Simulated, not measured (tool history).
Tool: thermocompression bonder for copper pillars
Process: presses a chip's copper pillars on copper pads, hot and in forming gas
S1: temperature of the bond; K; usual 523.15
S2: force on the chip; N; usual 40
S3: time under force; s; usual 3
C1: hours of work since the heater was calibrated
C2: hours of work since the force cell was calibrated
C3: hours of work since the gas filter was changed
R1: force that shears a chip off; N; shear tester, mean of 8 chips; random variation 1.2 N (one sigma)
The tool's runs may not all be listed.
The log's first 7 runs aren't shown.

Run 8, hour 466.2: usual settings but S2 30 N; C1 286; C2 1265; C3 120. Result: R1 100.8 N.
Run 9, hour 528.4: usual settings but S2 30 N; C1 324; C2 1303; C3 158. Result: R1 98.2 N.
At hour 568.7: force cell calibrated.
Run 10, hour 595.3: usual settings but S1 539.15 K; C1 364; C2 16; C3 198. Result: R1 121.7 N.
Run 11, hour 658.6: usual settings but S1 539.15 K; C1 403; C2 55; C3 237. Result: R1 121 N.
Run 12, hour 708.6: usual settings but S1 539.15 K; C1 433; C2 86; C3 267. Result: R1 120 N.
Run 13, hour 799.4: usual settings but S1 539.15 K; C1 489; C2 142; C3 323. Result: R1 118.4 N.
Run 14, hour 895.2: usual settings; C1 548; C2 200; C3 382. Result: R1 98.9 N.
Run 15, hour 956.6: usual settings; C1 585; C2 238; C3 419. Result: R1 97.2 N.
At hour 986.9: forming gas filter changed.
Run 16, hour 1026.2: usual settings but S1 513.15 K; C1 628; C2 280; C3 24. Result: R1 92.7 N.
Run 17, hour 1076.9: usual settings but S1 513.15 K; C1 659; C2 311; C3 55. Result: R1 92.3 N.
Run 18, hour 1156.6: usual settings; C1 708; C2 360; C3 104. Result: R1 105.8 N.
At hour 1164.3: heater calibrated with a thermocouple chip.
Run 19, hour 1214.1: usual settings; C1 31; C2 394; C3 138. Result: R1 101.1 N.
Run 20, hour 1283.7: usual settings but S2 25 N; C1 73; C2 437; C3 181. Result: R1 81.7 N.

Run 21 comes next. What will it give?
Run 21, hour 1375.7: usual settings but S2 25 N; C1 130; C2 493; C3 237. Result: R1 ?.

Run 21 gave R1 79.8 N.
Without the tool's hidden state the same run would have given R1 95.3 N.

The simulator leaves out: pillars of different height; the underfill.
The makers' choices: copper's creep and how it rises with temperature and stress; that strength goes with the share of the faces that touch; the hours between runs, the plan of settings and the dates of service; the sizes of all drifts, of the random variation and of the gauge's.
